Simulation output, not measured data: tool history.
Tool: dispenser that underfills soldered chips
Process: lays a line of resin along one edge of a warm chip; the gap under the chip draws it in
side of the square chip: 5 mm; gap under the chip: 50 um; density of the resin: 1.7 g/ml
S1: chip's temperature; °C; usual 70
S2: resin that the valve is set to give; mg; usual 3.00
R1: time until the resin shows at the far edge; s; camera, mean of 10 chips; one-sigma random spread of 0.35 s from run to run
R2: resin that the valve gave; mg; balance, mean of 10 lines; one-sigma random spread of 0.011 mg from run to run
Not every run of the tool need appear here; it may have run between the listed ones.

run,hour,S1,S2,R1,R2
1,0.0,70,3.00,20.6,2.96
# hour 7.4: new syringe of resin
2,8.4,70,3.00,18.5,2.94
# hour 21.0: new syringe of resin
3,25.1,70,3.00,20.8,2.91
# hour 34.8: new syringe of resin
4,35.4,70,3.00,17.9,2.91
# hour 48.4: new syringe of resin
5,48.7,70,3.00,18.2,2.88
# hour 61.4: new syringe of resin
6,62.1,70,3.00,18.0,2.89
7,73.5,70,2.54,25.3,2.44
# hour 74.7: new syringe of resin
# hour 87.6: new syringe of resin
8,89.2,70,2.51,20.2,2.40
9,99.9,70,2.51,27.0,2.39
# hour 101.3: new syringe of resin
10,112.0,81,2.74,16.1,2.62
# hour 115.5: new syringe of resin
# hour 128.5: new syringe of resin
11,129.2,81,2.74,13.0,2.59
# hour 137.8: dispensing valve cleaned and set on the balance
12,139.8,68,2.59,26.3,2.59
# hour 143.0: new syringe of resin
13,149.3,76,3.13,16.4,3.13
# hour 156.0: new syringe of resin
14,158.8,76,3.13,14.8,3.10
# hour 169.2: new syringe of resin
15,172.3,79,3.23,13.1,3.19
16,181.5,79,3.23,17.4,3.18

5 options for the next run, each taken on its own from the tool as it stands now. Forecast them:
# hour 182.5: new syringe of resin
# hour 196.1: new syringe of resin
A,197.2,80,3.23,?,?
# hour 182.5: new syringe of resin
# hour 196.1: new syringe of resin
B,197.2,85,2.57,?,?
# hour 182.5: new syringe of resin
# hour 196.1: new syringe of resin
C,197.2,59,3.53,?,?
# hour 182.5: new syringe of resin
# hour 196.1: new syringe of resin
D,197.2,78,2.65,?,?
# hour 182.5: new syringe of resin
# hour 196.1: new syringe of resin
E,197.2,61,3.80,?,?

run,R1,R2
A,12.2,3.17
B,11.1,2.53
C,27.4,3.49
D,13.9,2.60
E,26.1,3.73
Without the tool's unlogged condition, the same runs would have read:
run,R1,R2
A,12.4,3.22
B,11.2,2.57
C,28.0,3.55
D,14.0,2.65
E,26.6,3.80
